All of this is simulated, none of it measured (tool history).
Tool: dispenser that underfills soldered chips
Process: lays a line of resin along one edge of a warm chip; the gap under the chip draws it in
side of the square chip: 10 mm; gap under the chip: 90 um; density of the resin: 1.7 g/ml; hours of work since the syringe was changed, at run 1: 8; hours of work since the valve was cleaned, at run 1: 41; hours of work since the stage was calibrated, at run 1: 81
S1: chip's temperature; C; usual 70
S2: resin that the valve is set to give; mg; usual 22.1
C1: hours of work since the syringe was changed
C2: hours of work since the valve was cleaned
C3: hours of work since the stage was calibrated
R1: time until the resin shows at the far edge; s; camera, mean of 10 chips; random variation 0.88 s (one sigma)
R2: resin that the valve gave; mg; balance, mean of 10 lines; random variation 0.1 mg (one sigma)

run 1 hour=0 | S1=70 S2=22.1 | C1=8 C2=41 C3=81 | R1=132.4 R2=21.3
-- hour=4.9 new syringe of resin
-- hour=8.3 dispensing valve cleaned and set on the balance
run 2 hour=9 | S1=66 S2=22.1 | C1=2 C2=0 C3=87 | R1=117.7 R2=22.03
run 3 hour=12.8 | S1=66 S2=22.1 | C1=5 C2=3 C3=89 | R1=133.9 R2=22.02
run 4 hour=20.3 | S1=70 S2=22.1 | C1=10 C2=8 C3=94 | R1=150.4 R2=21.78
-- hour=21.2 new syringe of resin
run 5 hour=28.5 | S1=70 S2=22.1 | C1=5 C2=14 C3=100 | R1=115 R2=21.71
run 6 hour=33.4 | S1=70 S2=22.1 | C1=8 C2=17 C3=103 | R1=138.1 R2=21.56
-- hour=37 new syringe of resin
run 7 hour=37.1 | S1=70 S2=22.1 | C1=0 C2=19 C3=106 | R1=85.6 R2=21.8
run 8 hour=40.8 | S1=70 S2=22.1 | C1=3 C2=22 C3=108 | R1=101.4 R2=21.61
run 9 hour=48 | S1=70 S2=22.1 | C1=8 C2=27 C3=113 | R1=131.5 R2=21.52
run 10 hour=51.8 | S1=70 S2=25.9 | C1=10 C2=29 C3=116 | R1=148.5 R2=25.27
-- hour=52.5 new syringe of resin
run 11 hour=56.8 | S1=70 S2=21 | C1=3 C2=33 C3=119 | R1=103.6 R2=20.21
run 12 hour=60.7 | S1=70 S2=21 | C1=6 C2=35 C3=121 | R1=118.6 R2=20.18
run 13 hour=64.3 | S1=65 S2=22.3 | C1=8 C2=38 C3=124 | R1=171.9 R2=21.5
-- hour=67.8 new syringe of resin
run 14 hour=70.4 | S1=65 S2=22.3 | C1=2 C2=42 C3=128 | R1=119.4 R2=21.5
-- hour=76.7 dispensing valve cleaned and set on the balance
run 15 hour=79.4 | S1=65 S2=22.3 | C1=7 C2=2 C3=133 | R1=166.5 R2=22.41
-- hour=84.1 new syringe of resin
run 16 hour=86.1 | S1=69 S2=26.3 | C1=1 C2=6 C3=138 | R1=93.6 R2=26.44
run 17 hour=90.5 | S1=69 S2=20.8 | C1=4 C2=9 C3=141 | R1=119.4 R2=20.66
run 18 hour=95 | S1=79 S2=20 | C1=7 C2=12 C3=144 | R1=90.7 R2=19.78
-- hour=99.4 new syringe of resin
run 19 hour=100 | S1=68 S2=25.5 | C1=0 C2=16 C3=147 | R1=95 R2=25.19
run 20 hour=104.5 | S1=68 S2=20.1 | C1=4 C2=19 C3=150 | R1=120.6 R2=19.86
run 21 hour=108.9 | S1=68 S2=21.5 | C1=7 C2=22 C3=153 | R1=136.8 R2=21.13
run 22 hour=113.1 | S1=68 S2=21.5 | C1=9 C2=25 C3=156 | R1=163.4 R2=21.2
-- hour=115 new syringe of resin
run 23 hour=117.5 | S1=70 S2=20.3 | C1=2 C2=27 C3=159 | R1=98.2 R2=19.89

The same runs without the tool's hidden state, with the same run-to-run variation:
The hidden state here: resin's viscosity, % of fresh resin's; dose that the valve gives, % of what is set; true chip temperature over the reading, C; drift of the gauge itself on fill_s, %; drift of the gauge itself on given_mg, %.
run=1 R1=83 R2=22.26
run=2 R1=101.9 R2=22.09
run=3 R1=99.4 R2=22.14
run=4 R1=83.5 R2=22
run=5 R1=84.1 R2=22.04
run=6 R1=83.1 R2=21.96
run=7 R1=82.4 R2=22.25
run=8 R1=84.3 R2=22.12
run=9 R1=82 R2=22.13
run=10 R1=80.4 R2=26.05
run=11 R1=84.8 R2=20.91
run=12 R1=82.9 R2=20.93
run=13 R1=104.4 R2=22.35
run=14 R1=102 R2=22.44
run=15 R1=105 R2=22.39
run=16 R1=84.2 R2=26.52
run=17 R1=89.9 R2=20.77
run=18 R1=57.5 R2=19.95
run=19 R1=89.9 R2=25.5
run=20 R1=95.4 R2=20.15
run=21 R1=91.2 R2=21.51
run=22 R1=92.1 R2=21.64
run=23 R1=84.5 R2=20.35
